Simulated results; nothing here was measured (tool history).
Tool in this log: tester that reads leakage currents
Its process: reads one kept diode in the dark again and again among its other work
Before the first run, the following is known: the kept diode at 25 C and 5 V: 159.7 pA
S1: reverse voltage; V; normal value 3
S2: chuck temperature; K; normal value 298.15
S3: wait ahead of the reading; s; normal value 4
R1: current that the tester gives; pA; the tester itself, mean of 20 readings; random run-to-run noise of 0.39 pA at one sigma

| run | hour | S1 | S2 | S3 | R1 |
|---|---|---|---|---|---|
| 1 | 0 | 3 | 298.15 | 4 | 140.23 |
| 2 | 41.6 | 3 | 298.15 | 4 | 141.81 |
| 3 | 96.1 | 3 | 298.15 | 4 | 142.07 |
|  | 110.8 | probe card cleaned and baked |
| 4 | 128.9 | 3 | 298.15 | 4 | 136.91 |
| 5 | 171 | 3 | 298.15 | 4 | 137.63 |
| 6 | 217.5 | 3 | 298.15 | 4 | 137.23 |
| 7 | 259.4 | 3 | 298.15 | 4 | 138.68 |
| 8 | 297.8 | 6.84 | 311.15 | 0.48 | 493.09 |
| 9 | 357.7 | 7.91 | 315.15 | 0.3 | 689.49 |
| 10 | 410.9 | 1.38 | 298.15 | 4 | 101.13 |
| 11 | 448.9 | 1.38 | 298.15 | 4 | 101.65 |
| 12 | 492.3 | 1.86 | 313.15 | 4 | 331.38 |
| 13 | 545.8 | 1.31 | 332.15 | 4 | 957.15 |
| 14 | 603.5 | 3.32 | 295.15 | 1.31 | 118.89 |

Measured result minus the same run's result without the hidden state. Both carry the same run-to-run variation, though not necessarily the same gauge scatter:
The tool's hidden condition here consists of: stray current of the dirty probe card, pA a volt; current scale over the true one, %; true chuck temperature over the reading, C; drift of the gauge itself on leakage_pa, %.
| run | R1 |
|---|---|
| 1 | +11.5 |
| 2 | +12.05 |
| 3 | +12.62 |
| 4 | +7.3 |
| 5 | +7.81 |
| 6 | +8.29 |
| 7 | +8.85 |
| 8 | +30.01 |
| 9 | +43.59 |
| 10 | +7.49 |
| 11 | +7.82 |
| 12 | +23.7 |
| 13 | +63.24 |
| 14 | +11.12 |
